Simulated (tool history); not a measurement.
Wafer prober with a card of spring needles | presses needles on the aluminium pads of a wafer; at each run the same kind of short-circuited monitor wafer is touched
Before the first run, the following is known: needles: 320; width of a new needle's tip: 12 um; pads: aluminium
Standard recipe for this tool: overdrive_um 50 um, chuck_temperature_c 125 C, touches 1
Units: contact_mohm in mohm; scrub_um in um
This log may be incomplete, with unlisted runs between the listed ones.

run 1 day=0 | overdrive_um=50 chuck_temperature_c=125 touches=1 | contact_mohm=248 scrub_um=10.68
-- day=0.204 height of the first contact set anew
-- day=0.825 tips cleaned on abrasive film
run 2 day=1.112 | overdrive_um=50 chuck_temperature_c=125 touches=1 | contact_mohm=276 scrub_um=10.21
-- day=1.608 tips cleaned on abrasive film
-- day=2.496 tips cleaned on abrasive film
run 3 day=3.217 | overdrive_um=50 chuck_temperature_c=51 touches=1 | contact_mohm=288 scrub_um=10.25
-- day=3.35 tips cleaned on abrasive film
-- day=4.212 tips cleaned on abrasive film
run 4 day=4.317 | overdrive_um=50 chuck_temperature_c=51 touches=1 | contact_mohm=243 scrub_um=10.17
-- day=5.012 tips cleaned on abrasive film
-- day=5.792 tips cleaned on abrasive film
-- day=6.617 tips cleaned on abrasive film
run 5 day=6.617 | overdrive_um=50 chuck_temperature_c=51 touches=1 | contact_mohm=228 scrub_um=10.16
-- day=7.433 tips cleaned on abrasive film
-- day=8.246 tips cleaned on abrasive film
run 6 day=8.871 | overdrive_um=50 chuck_temperature_c=51 touches=1 | contact_mohm=279 scrub_um=10.1
-- day=9.038 tips cleaned on abrasive film
-- day=9.862 height of the first contact set anew, once more
-- day=9.867 tips cleaned on abrasive film
-- day=10.762 tips cleaned on abrasive film
run 7 day=10.858 | overdrive_um=58 chuck_temperature_c=125 touches=1 | contact_mohm=248 scrub_um=13.48
-- day=11.633 tips cleaned on abrasive film
-- day=12.492 tips cleaned on abrasive film
run 8 day=12.704 | overdrive_um=58 chuck_temperature_c=125 touches=1 | contact_mohm=253 scrub_um=13.47
-- day=13.412 tips cleaned on abrasive film
run 9 day=14.104 | overdrive_um=50 chuck_temperature_c=125 touches=1 | contact_mohm=279 scrub_um=11.62
-- day=14.3 tips cleaned on abrasive film
-- day=15.225 tips cleaned on abrasive film
-- day=16.129 tips cleaned on abrasive film
run 10 day=16.45 | overdrive_um=50 chuck_temperature_c=125 touches=1 | contact_mohm=271 scrub_um=11.55
-- day=17.038 tips cleaned on abrasive film
-- day=17.817 tips cleaned on abrasive film
run 11 day=18.558 | overdrive_um=50 chuck_temperature_c=89 touches=1 | contact_mohm=279 scrub_um=11.49
-- day=18.758 tips cleaned on abrasive film
-- day=19.617 tips cleaned on abrasive film
run 12 day=20.296 | overdrive_um=50 chuck_temperature_c=125 touches=1 | contact_mohm=288 scrub_um=11.55
-- day=20.442 tips cleaned on abrasive film
-- day=21.346 tips cleaned on abrasive film
run 13 day=21.396 | overdrive_um=50 chuck_temperature_c=125 touches=2 | contact_mohm=253 scrub_um=11.46
-- day=22.262 tips cleaned on abrasive film
-- day=23.112 tips cleaned on abrasive film
run 14 day=23.112 | overdrive_um=50 chuck_temperature_c=125 touches=2 | contact_mohm=248 scrub_um=11.41
-- day=24.046 tips cleaned on abrasive film
run 15 day=24.671 | overdrive_um=50 chuck_temperature_c=125 touches=2 | contact_mohm=274 scrub_um=11.34
-- day=24.867 tips cleaned on abrasive film
-- day=25.75 tips cleaned on abrasive film
run 16 day=25.808 | overdrive_um=44 chuck_temperature_c=44 touches=1 | contact_mohm=239 scrub_um=9.82
-- day=26.571 tips cleaned on abrasive film
-- day=27.492 tips cleaned on abrasive film
run 17 day=28.138 | overdrive_um=48 chuck_temperature_c=44 touches=1 | contact_mohm=280 scrub_um=10.82
-- day=28.317 tips cleaned on abrasive film
-- day=29.192 tips cleaned on abrasive film
-- day=30.104 tips cleaned on abrasive film
run 18 day=30.708 | overdrive_um=34 chuck_temperature_c=58 touches=2 | contact_mohm=290 scrub_um=7.47
-- day=31.025 tips cleaned on abrasive film
-- day=31.921 tips cleaned on abrasive film
-- day=32.883 tips cleaned on abrasive film
run 19 day=33.346 | overdrive_um=48 chuck_temperature_c=29 touches=1 | contact_mohm=270 scrub_um=10.7
-- day=33.667 tips cleaned on abrasive film
-- day=34.596 tips cleaned on abrasive film
run 20 day=34.892 | overdrive_um=48 chuck_temperature_c=29 touches=1 | contact_mohm=259 scrub_um=10.6
-- day=35.438 tips cleaned on abrasive film
-- day=36.275 tips cleaned on abrasive film
run 21 day=36.729 | overdrive_um=50 chuck_temperature_c=32 touches=2 | contact_mohm=247 scrub_um=11.07

Predict the results of run 22:
-- day=37.05 tips cleaned on abrasive film
-- day=37.95 tips cleaned on abrasive film
-- day=38.771 tips cleaned on abrasive film
run 22 day=39.15 | overdrive_um=50 chuck_temperature_c=86 touches=3 | contact_mohm=? scrub_um=?

{"run 22": {"contact_mohm": 249, "scrub_um": 11.01}}
Had the tool carried no hidden state, the very same run would have given contact_mohm 234 mohm, scrub_um 11.79 um.
